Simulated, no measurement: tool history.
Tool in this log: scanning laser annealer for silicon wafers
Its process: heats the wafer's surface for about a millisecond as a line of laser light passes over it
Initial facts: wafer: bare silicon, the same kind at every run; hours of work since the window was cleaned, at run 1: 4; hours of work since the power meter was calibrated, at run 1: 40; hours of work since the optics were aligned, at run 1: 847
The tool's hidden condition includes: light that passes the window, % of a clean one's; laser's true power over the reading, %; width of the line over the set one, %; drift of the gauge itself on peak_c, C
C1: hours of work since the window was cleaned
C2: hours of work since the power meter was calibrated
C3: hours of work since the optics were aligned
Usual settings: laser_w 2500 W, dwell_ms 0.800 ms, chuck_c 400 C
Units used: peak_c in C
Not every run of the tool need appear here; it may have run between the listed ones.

Run 1, hour 0.0: usual settings; C1 4; C2 40; C3 847. Result: peak_c 1208 C.
Run 2, hour 6.5: usual settings; C1 8; C2 44; C3 851. Result: peak_c 1202 C.
Run 3, hour 14.1: usual settings; C1 12; C2 49; C3 855. Result: peak_c 1200 C.
Run 4, hour 21.5: usual settings but dwell_ms 0.650 ms; C1 17; C2 53; C3 860. Result: peak_c 1129 C.
Run 5, hour 28.3: usual settings but dwell_ms 0.650 ms; C1 21; C2 57; C3 864. Result: peak_c 1125 C.
Run 6, hour 32.5: usual settings but dwell_ms 0.650 ms; C1 23; C2 60; C3 866. Result: peak_c 1127 C.
Run 7, hour 38.5: usual settings but dwell_ms 0.650 ms; C1 27; C2 63; C3 870. Result: peak_c 1128 C.
Run 8, hour 43.8: usual settings but dwell_ms 0.650 ms; C1 30; C2 66; C3 873. Result: peak_c 1127 C.
Run 9, hour 49.8: usual settings but chuck_c 407 C; C1 34; C2 70; C3 877. Result: peak_c 1211 C.
Run 10, hour 54.5: usual settings but chuck_c 407 C; C1 37; C2 73; C3 879. Result: peak_c 1212 C.
Run 11, hour 62.1: usual settings but chuck_c 407 C; C1 41; C2 77; C3 884. Result: peak_c 1212 C.
Run 12, hour 70.6: usual settings but laser_w 2688 W, dwell_ms 0.847 ms, chuck_c 392 C; C1 46; C2 83; C3 889. Result: peak_c 1274 C.
Run 13, hour 79.7: usual settings but laser_w 2688 W, dwell_ms 0.835 ms, chuck_c 376 C; C1 52; C2 88; C3 894. Result: peak_c 1254 C.
Run 14, hour 86.7: usual settings but laser_w 2688 W, dwell_ms 0.656 ms, chuck_c 428 C; C1 56; C2 92; C3 899. Result: peak_c 1207 C.
Run 15, hour 91.4: usual settings but laser_w 2164 W, dwell_ms 0.697 ms, chuck_c 438 C; C1 59; C2 95; C3 902. Result: peak_c 1096 C.
Run 16, hour 95.9: usual settings but laser_w 2346 W, chuck_c 402 C; C1 61; C2 98; C3 904. Result: peak_c 1158 C.
Run 17, hour 102.2: usual settings but laser_w 2512 W, dwell_ms 0.956 ms, chuck_c 373 C; C1 65; C2 101; C3 908. Result: peak_c 1252 C.

Here are 3 independent what-if runs from the current tool condition. What would each one return?
Run A, hour 110.7: usual settings but laser_w 2318 W, dwell_ms 0.872 ms, chuck_c 410 C; C1 70; C2 107; C3 913. Result: peak_c ?.
Run B, hour 110.7: usual settings but laser_w 2434 W, dwell_ms 0.672 ms, chuck_c 373 C; C1 70; C2 107; C3 913. Result: peak_c ?.
Run C, hour 110.7: usual settings but laser_w 2457 W; C1 70; C2 107; C3 913. Result: peak_c ?.

run  peak_c
  A    1191
  B    1091
  C    1191
The same runs, with their run-to-run variation unchanged, on a tool lacking any hidden condition would have given:
run  peak_c
  A    1191
  B    1092
  C    1192
